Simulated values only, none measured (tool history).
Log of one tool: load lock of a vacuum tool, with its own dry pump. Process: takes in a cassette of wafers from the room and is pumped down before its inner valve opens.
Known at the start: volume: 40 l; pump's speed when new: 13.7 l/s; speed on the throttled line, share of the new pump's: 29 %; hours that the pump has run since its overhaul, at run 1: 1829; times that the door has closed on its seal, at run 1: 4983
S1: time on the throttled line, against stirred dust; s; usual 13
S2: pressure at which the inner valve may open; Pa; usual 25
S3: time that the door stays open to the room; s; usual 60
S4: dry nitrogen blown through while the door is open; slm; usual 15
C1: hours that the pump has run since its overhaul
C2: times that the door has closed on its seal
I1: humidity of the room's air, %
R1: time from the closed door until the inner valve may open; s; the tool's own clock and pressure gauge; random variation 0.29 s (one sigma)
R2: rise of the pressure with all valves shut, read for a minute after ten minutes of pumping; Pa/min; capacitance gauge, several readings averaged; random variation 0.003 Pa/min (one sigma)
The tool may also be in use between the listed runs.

{"run": 1, "hour": 0.0, "S1": 13, "S2": 25, "S3": 60, "S4": 15, "C1": 1829, "C2": 4983, "I1": 46.9, "R1": 33.8, "R2": 0.058}
{"run": 2, "hour": 77.9, "S1": 13, "S2": 25, "S3": 60, "S4": 15, "C1": 1907, "C2": 5359, "I1": 47.2, "R1": 33.9, "R2": 0.054}
{"run": 3, "hour": 208.7, "S1": 13, "S2": 25, "S3": 41, "S4": 15, "C1": 2038, "C2": 5991, "I1": 44.5, "R1": 34, "R2": 0.05}
{"run": 4, "hour": 342.4, "S1": 13, "S2": 25, "S3": 41, "S4": 15, "C1": 2172, "C2": 6637, "I1": 40.8, "R1": 33.8, "R2": 0.045}
{"run": 5, "hour": 471.0, "S1": 13, "S2": 25, "S3": 41, "S4": 15, "C1": 2300, "C2": 7258, "I1": 41.8, "R1": 34.3, "R2": 0.046}
{"run": 6, "hour": 603.4, "S1": 13, "S2": 25, "S3": 41, "S4": 15, "C1": 2433, "C2": 7897, "I1": 45.8, "R1": 34.1, "R2": 0.054}
{"run": 7, "hour": 720.9, "S1": 13, "S2": 25, "S3": 41, "S4": 15, "C1": 2550, "C2": 8465, "I1": 43.7, "R1": 34.3, "R2": 0.054}
{"run": 8, "hour": 833.7, "S1": 8, "S2": 25, "S3": 60, "S4": 15, "C1": 2663, "C2": 9009, "I1": 47.3, "R1": 31, "R2": 0.063}
{"run": 9, "hour": 922.2, "S1": 8, "S2": 25, "S3": 148, "S4": 15, "C1": 2751, "C2": 9437, "I1": 45.6, "R1": 30.9, "R2": 0.09}
{"run": 10, "hour": 1060.7, "S1": 13, "S2": 25, "S3": 73, "S4": 15, "C1": 2890, "C2": 10106, "I1": 46.7, "R1": 34.2, "R2": 0.072}
{"run": 11, "hour": 1158.1, "S1": 13, "S2": 31, "S3": 60, "S4": 15, "C1": 2987, "C2": 10576, "I1": 45.8, "R1": 33.7, "R2": 0.07}
{"run": 12, "hour": 1247.9, "S1": 13, "S2": 48, "S3": 60, "S4": 15, "C1": 3077, "C2": 11010, "I1": 43.1, "R1": 32, "R2": 0.068}
{"run": 13, "hour": 1341.4, "S1": 13, "S2": 48, "S3": 60, "S4": 15, "C1": 3171, "C2": 11462, "I1": 43.7, "R1": 32.3, "R2": 0.073}
{"run": 14, "hour": 1480.9, "S1": 6, "S2": 18, "S3": 168, "S4": 10, "C1": 3310, "C2": 12136, "I1": 46, "R1": 30.4, "R2": 0.116}
{"run": 15, "hour": 1565.6, "S1": 9, "S2": 25, "S3": 32, "S4": 10, "C1": 3395, "C2": 12545, "I1": 42.6, "R1": 31.5, "R2": 0.066}
{"run": 16, "hour": 1655.1, "S1": 9, "S2": 25, "S3": 32, "S4": 10, "C1": 3484, "C2": 12977, "I1": 41.3, "R1": 31.5, "R2": 0.069}
{"run": 17, "hour": 1764.2, "S1": 9, "S2": 25, "S3": 32, "S4": 10, "C1": 3593, "C2": 13504, "I1": 44.3, "R1": 31.3, "R2": 0.072}
{"run": 18, "hour": 1861.7, "S1": 23, "S2": 44, "S3": 216, "S4": 9, "C1": 3691, "C2": 13975, "I1": 43.5, "R1": 40, "R2": 0.138}
{"run": 19, "hour": 1969.6, "S1": 23, "S2": 44, "S3": 216, "S4": 9, "C1": 3799, "C2": 14496, "I1": 48.5, "R1": 39.8, "R2": 0.152}
{"run": 20, "hour": 2046.1, "S1": 13, "S2": 48, "S3": 79, "S4": 15, "C1": 3875, "C2": 14866, "I1": 44.8, "R1": 32.3, "R2": 0.097}
{"run": 21, "hour": 2129.6, "S1": 13, "S2": 48, "S3": 89, "S4": 15, "C1": 3959, "C2": 15269, "I1": 43.5, "R1": 31.9, "R2": 0.095}
{"run": 22, "hour": 2197.7, "S1": 13, "S2": 48, "S3": 89, "S4": 15, "C1": 4027, "C2": 15598, "I1": 43.7, "R1": 32.4, "R2": 0.095}
{"run": 23, "hour": 2329.1, "S1": 8, "S2": 48, "S3": 54, "S4": 15, "C1": 4158, "C2": 16233, "I1": 46.3, "R1": 28.7, "R2": 0.094}
{"run": 24, "hour": 2445.1, "S1": 13, "S2": 25, "S3": 150, "S4": 7, "C1": 4274, "C2": 16793, "I1": 42.7, "R1": 34.2, "R2": 0.143}
{"run": 25, "hour": 2531.1, "S1": 13, "S2": 25, "S3": 150, "S4": 7, "C1": 4360, "C2": 17208, "I1": 45.4, "R1": 34.7, "R2": 0.146}

5 ways to go on from here, each from the tool as it stands after run 25. What would each give?
{"run": "A", "hour": 2679.9, "S1": 18, "S2": 25, "S3": 96, "S4": 6, "C1": 4509, "C2": 17927, "I1": 43.7, "R1": "?", "R2": "?"}
{"run": "B", "hour": 2679.9, "S1": 13, "S2": 30, "S3": 174, "S4": 15, "C1": 4509, "C2": 17927, "I1": 46.2, "R1": "?", "R2": "?"}
{"run": "C", "hour": 2679.9, "S1": 13, "S2": 25, "S3": 167, "S4": 15, "C1": 4509, "C2": 17927, "I1": 42.9, "R1": "?", "R2": "?"}
{"run": "D", "hour": 2679.9, "S1": 13, "S2": 45, "S3": 60, "S4": 15, "C1": 4509, "C2": 17927, "I1": 44.3, "R1": "?", "R2": "?"}
{"run": "E", "hour": 2679.9, "S1": 14, "S2": 25, "S3": 60, "S4": 15, "C1": 4509, "C2": 17927, "I1": 45.4, "R1": "?", "R2": "?"}

run=A R1=37.9 R2=0.135
run=B R1=34.3 R2=0.134
run=C R1=34.3 R2=0.13
run=D R1=32.7 R2=0.101
run=E R1=35.5 R2=0.107
Without the tool's hidden state the same runs would have given:
run=A R1=37 R2=0.067
run=B R1=33.4 R2=0.066
run=C R1=33.4 R2=0.061
run=D R1=31.9 R2=0.034
run=E R1=34.5 R2=0.04
